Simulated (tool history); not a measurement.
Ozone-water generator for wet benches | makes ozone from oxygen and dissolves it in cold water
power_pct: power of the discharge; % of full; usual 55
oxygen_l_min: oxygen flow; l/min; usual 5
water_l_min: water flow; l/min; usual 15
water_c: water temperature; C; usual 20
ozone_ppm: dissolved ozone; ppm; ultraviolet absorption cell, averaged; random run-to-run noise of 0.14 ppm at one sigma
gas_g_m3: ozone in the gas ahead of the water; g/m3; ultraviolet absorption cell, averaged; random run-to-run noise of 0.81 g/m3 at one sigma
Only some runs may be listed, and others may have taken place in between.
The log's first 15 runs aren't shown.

run	hour	power_pct	oxygen_l_min	water_l_min	water_c	hours of work since the electrodes were changed	hours of work since the contactor was cleaned	hours of work since the thermometer was calibrated	ozone_ppm	gas_g_m3
16	2307.3	55	5	15	21	326	1087	1351	15.4	123.3
17	2397.8	55	5	15	21	403	1165	1429	15	122.7
18	2550.2	74	4.04	14	21	533	1295	1558	19.8	174
19	2652.9	77	4.32	19	22	621	1382	1646	16.1	171.2
20	2800	77	7.49	19	21	746	1508	1772	14.5	115.3
21	2930	55	5	21	20	857	1618	1882	11.9	119.4
22	3062.2	93	5.42	23	24	970	1731	1995	14.5	159.9
23	3265.8	93	5.42	23	24	1143	1905	2169	14.3	158.5
24	3368.1	55	5	14	20	1230	1992	2256	15.1	117.6
25	3494.7	48	2.58	19	18	1338	2100	2364	12.1	170.3
26	3658.2	55	5	15	16	1478	2239	2503	15.1	115.8
27	3855.3	55	5	15	16	1646	2407	2671	15.3	116.3
# hour 3884.7: water thermometer calibrated
28	3989.3	97	2.92	19	23	1760	2521	89	17.4	238.1
29	4180.8	97	2.92	19	23	1923	2685	252	17.3	233.4
30	4353	67	2.61	11	24	2070	2831	399	20.2	200.7
31	4547	67	2.61	11	24	2235	2997	565	19.7	199.8
32	4719.3	49	7.75	23	25	2382	3144	712	7.9	76.3

Branching from run 32: 3 alternative next runs. What would each branch give?
A	4858.3	55	3.14	12	20	2501	3262	830	?	?
B	4858.3	55	5	15	22	2501	3262	830	?	?
C	4858.3	74	3.21	23	25	2501	3262	830	?	?

run	ozone_ppm	gas_g_m3
A	16.9	151.5
B	13	109.4
C	11.6	178.6
With no hidden state in the tool, these same runs would have given:
run	ozone_ppm	gas_g_m3
A	20	174.4
B	15.5	126
C	14.3	212.3
